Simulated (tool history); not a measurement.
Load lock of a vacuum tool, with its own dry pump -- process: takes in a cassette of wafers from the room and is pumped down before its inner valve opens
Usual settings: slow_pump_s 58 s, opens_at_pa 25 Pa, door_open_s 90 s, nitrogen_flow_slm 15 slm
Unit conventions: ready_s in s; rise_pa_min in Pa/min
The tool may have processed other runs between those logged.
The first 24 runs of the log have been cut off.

run    hour  slow_pump_s  opens_at_pa  door_open_s  nitrogen_flow_slm  incoming humidity of the room's air, %  ready_s  rise_pa_min
 25  1812.5          115           32           30                 14                                    44.2    155.6        0.201
 26  1862.3           75           22           68                 20                                    43.8    131.7        0.206
 27  1938.9           58           49          235                 11                                    49.4    113.2        0.242
 28  2022.8           77           49           42                 11                                    46.2    126.9        0.228
 29  2101.1           77           49           42                 11                                      45    127.2         0.24
 30    2189           56           25           80                 24                                      41    118.8        0.249
 31  2253.8           56           25           80                 24                                    44.7    120.2        0.255
 32  2320.4           56           31           80                 27                                    47.5      116        0.263
 33  2408.3           58           25           27                 15                                    45.9    120.2        0.265

Each row is a separate what-if for the run after 33, all from the same tool condition, not one after another. Results?
  A  2478.2           44           25           27                 15                                    44.2        ?            ?
  B  2478.2           29           25           86                 25                                    44.2        ?            ?
  C  2478.2           58           25           90                 19                                    43.3        ?            ?
  D  2478.2           77           25          224                 11                                    44.3        ?            ?
  E  2478.2           58           23           94                 36                                    44.3        ?            ?

run  ready_s  rise_pa_min
  A    110.7        0.272
  B      101        0.281
  C    118.8        0.293
  D      134        0.307
  E    121.1        0.282
Take away the tool's hidden state, keep each run's random variation, and the runs would have read:
run  ready_s  rise_pa_min
  A      107        0.012
  B     97.1        0.018
  C    115.5        0.029
  D    130.8        0.044
  E    117.8        0.019

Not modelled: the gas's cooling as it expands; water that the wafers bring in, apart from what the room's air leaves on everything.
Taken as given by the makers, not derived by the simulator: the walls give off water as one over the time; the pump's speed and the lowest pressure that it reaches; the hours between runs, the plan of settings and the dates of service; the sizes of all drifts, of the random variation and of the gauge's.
